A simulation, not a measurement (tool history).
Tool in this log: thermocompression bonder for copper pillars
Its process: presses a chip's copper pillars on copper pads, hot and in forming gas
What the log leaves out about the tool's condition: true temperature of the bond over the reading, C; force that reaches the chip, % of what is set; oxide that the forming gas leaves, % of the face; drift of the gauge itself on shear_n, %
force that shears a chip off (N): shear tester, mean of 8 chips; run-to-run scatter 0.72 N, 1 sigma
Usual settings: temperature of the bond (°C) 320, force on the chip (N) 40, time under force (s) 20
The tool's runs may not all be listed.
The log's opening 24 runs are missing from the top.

| run | hour | temperature of the bond (°C) | force on the chip (N) | time under force (s) | hours of work since the heater was calibrated | hours of work since the force cell was calibrated | hours of work since the gas filter was changed | force that shears a chip off (N) |
|---|---|---|---|---|---|---|---|---|
| 25 | 243.8 | 320 | 44 | 22 | 125 | 9 | 110 | 53.6 |
| 26 | 258.8 | 320 | 44 | 22 | 132 | 15 | 116 | 51.2 |
| 27 | 267.8 | 348 | 24 | 14 | 135 | 19 | 120 | 32.7 |
| 28 | 275.6 | 348 | 24 | 14 | 139 | 22 | 123 | 32.6 |
| 29 | 284.2 | 348 | 24 | 14 | 142 | 26 | 126 | 33.4 |
| 30 | 299.4 | 348 | 38 | 27 | 149 | 32 | 133 | 64.6 |
|  | 307.9 | force cell calibrated, once more |
| 31 | 315.8 | 318 | 36 | 21 | 155 | 3 | 139 | 41.9 |
| 32 | 325.6 | 338 | 40 | 20 | 159 | 7 | 143 | 57.3 |
| 33 | 333.5 | 293 | 32 | 20 | 162 | 11 | 146 | 29.0 |
| 34 | 348.0 | 313 | 27 | 18 | 168 | 17 | 152 | 28.8 |
| 35 | 360.2 | 313 | 27 | 18 | 173 | 22 | 157 | 28.9 |
| 36 | 367.1 | 320 | 40 | 35 | 176 | 25 | 160 | 57.9 |
| 37 | 375.8 | 324 | 50 | 18 | 180 | 28 | 164 | 55.7 |
| 38 | 387.8 | 337 | 41 | 51 | 185 | 33 | 169 | 76.7 |
| 39 | 394.1 | 320 | 27 | 17 | 187 | 36 | 171 | 29.7 |

Each row is a separate what-if for the run after 39, all from the same tool condition, not one after another. Results?
| A | 402.5 | 316 | 53 | 14 | 191 | 39 | 175 | ? |
| B | 402.5 | 321 | 57 | 12 | 191 | 39 | 175 | ? |
| C | 402.5 | 320 | 28 | 15 | 191 | 39 | 175 | ? |
| D | 402.5 | 320 | 26 | 57 | 191 | 39 | 175 | ? |

| run | force that shears a chip off (N) |
|---|---|
| A | 50.1 |
| B | 52.7 |
| C | 29.0 |
| D | 47.1 |
The same runs, with their run-to-run variation unchanged, on a tool lacking any hidden condition would have given:
| run | force that shears a chip off (N) |
|---|---|
| A | 55.8 |
| B | 58.5 |
| C | 32.3 |
| D | 52.5 |
